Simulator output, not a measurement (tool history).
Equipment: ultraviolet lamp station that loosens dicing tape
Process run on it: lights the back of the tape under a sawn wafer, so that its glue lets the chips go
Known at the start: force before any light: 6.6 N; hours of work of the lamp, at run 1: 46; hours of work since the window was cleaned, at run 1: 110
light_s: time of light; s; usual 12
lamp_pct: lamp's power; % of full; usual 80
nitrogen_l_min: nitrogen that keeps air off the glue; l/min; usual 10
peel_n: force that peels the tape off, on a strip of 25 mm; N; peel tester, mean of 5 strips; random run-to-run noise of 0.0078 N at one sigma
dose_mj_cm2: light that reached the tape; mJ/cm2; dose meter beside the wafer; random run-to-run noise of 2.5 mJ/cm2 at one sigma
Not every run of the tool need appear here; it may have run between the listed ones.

| run | hour | light_s | lamp_pct | nitrogen_l_min | hours of work of the lamp | hours of work since the window was cleaned | peel_n | dose_mj_cm2 |
|---|---|---|---|---|---|---|---|---|
| 1 | 0.0 | 12 | 80 | 10 | 46 | 110 | 0.293 | 287 |
| 2 | 10.6 | 12 | 80 | 10 | 55 | 118 | 0.309 | 285 |
| 3 | 22.1 | 12 | 80 | 10 | 64 | 127 | 0.288 | 290 |
| 4 | 33.1 | 12 | 80 | 4 | 72 | 136 | 0.465 | 287 |
| 5 | 40.0 | 12 | 80 | 10 | 78 | 141 | 0.308 | 285 |
| 6 | 52.9 | 12 | 80 | 10 | 88 | 151 | 0.291 | 284 |
| 7 | 59.3 | 12 | 64 | 10 | 93 | 156 | 0.369 | 231 |
| 8 | 65.7 | 19 | 80 | 10 | 98 | 161 | 0.250 | 453 |
| 9 | 73.5 | 19 | 80 | 10 | 104 | 167 | 0.237 | 458 |
| 10 | 86.6 | 12 | 68 | 10 | 115 | 178 | 0.366 | 245 |
| 11 | 98.3 | 12 | 68 | 10 | 124 | 187 | 0.340 | 241 |
| 12 | 104.7 | 12 | 68 | 6 | 129 | 192 | 0.469 | 242 |
| 13 | 111.8 | 12 | 68 | 6 | 134 | 198 | 0.454 | 243 |
| 14 | 124.2 | 12 | 68 | 6 | 144 | 207 | 0.472 | 246 |
|  | 128.4 | window cleaned of glue's vapour |
| 15 | 137.0 | 12 | 68 | 6 | 154 | 7 | 0.453 | 243 |
| 16 | 150.0 | 12 | 68 | 6 | 164 | 17 | 0.443 | 244 |
| 17 | 158.0 | 12 | 68 | 6 | 171 | 23 | 0.483 | 246 |
| 18 | 169.0 | 7 | 80 | 10 | 179 | 32 | 0.623 | 168 |
| 19 | 176.7 | 12 | 80 | 10 | 185 | 38 | 0.285 | 285 |
| 20 | 182.7 | 12 | 80 | 10 | 190 | 43 | 0.304 | 288 |
| 21 | 195.4 | 12 | 80 | 10 | 200 | 53 | 0.306 | 281 |
| 22 | 208.4 | 10 | 70 | 5 | 210 | 63 | 0.687 | 209 |
| 23 | 214.2 | 12 | 68 | 10 | 215 | 68 | 0.355 | 243 |
| 24 | 225.6 | 12 | 68 | 10 | 224 | 77 | 0.353 | 243 |
| 25 | 231.6 | 11 | 68 | 3 | 228 | 81 | 0.872 | 224 |
| 26 | 239.6 | 15 | 80 | 9 | 235 | 88 | 0.257 | 358 |
| 27 | 250.6 | 8 | 89 | 5 | 243 | 96 | 0.681 | 218 |
| 28 | 260.2 | 8 | 89 | 5 | 251 | 104 | 0.670 | 214 |
| 29 | 269.3 | 8 | 89 | 5 | 258 | 111 | 0.680 | 212 |
| 30 | 281.2 | 12 | 75 | 5 | 268 | 120 | 0.464 | 269 |
| 31 | 287.0 | 7 | 65 | 5 | 272 | 125 | 1.349 | 136 |
| 32 | 296.7 | 7 | 69 | 5 | 280 | 133 | 1.236 | 144 |
| 33 | 309.6 | 7 | 85 | 10 | 290 | 143 | 0.568 | 179 |
| 34 | 321.9 | 24 | 85 | 10 | 300 | 152 | 0.255 | 618 |
| 35 | 328.1 | 24 | 85 | 10 | 304 | 157 | 0.258 | 607 |
| 36 | 335.0 | 17 | 64 | 7 | 310 | 163 | 0.294 | 328 |
| 37 | 341.2 | 17 | 64 | 7 | 315 | 168 | 0.301 | 325 |
| 38 | 352.6 | 17 | 64 | 7 | 324 | 177 | 0.308 | 324 |
| 39 | 358.2 | 7 | 80 | 8 | 328 | 181 | 0.728 | 169 |
| 40 | 370.7 | 11 | 77 | 3 | 338 | 191 | 0.708 | 254 |
| 41 | 378.3 | 19 | 77 | 3 | 344 | 197 | 0.307 | 437 |

Consider 3 possible next runs. They are alternatives, not a sequence: every one starts from the tool as it was left by run 41. What does each give?
| A | 385.2 | 12 | 61 | 6 | 350 | 202 | ? | ? |
| B | 385.2 | 9 | 98 | 10 | 350 | 202 | ? | ? |
| C | 385.2 | 10 | 71 | 8 | 350 | 202 | ? | ? |

| run | peel_n | dose_mj_cm2 |
|---|---|---|
| A | 0.562 | 218 |
| B | 0.318 | 265 |
| C | 0.479 | 212 |
Had the tool no hidden state, the same runs would have come out as:
| run | peel_n | dose_mj_cm2 |
|---|---|---|
| A | 0.561 | 218 |
| B | 0.318 | 265 |
| C | 0.479 | 212 |

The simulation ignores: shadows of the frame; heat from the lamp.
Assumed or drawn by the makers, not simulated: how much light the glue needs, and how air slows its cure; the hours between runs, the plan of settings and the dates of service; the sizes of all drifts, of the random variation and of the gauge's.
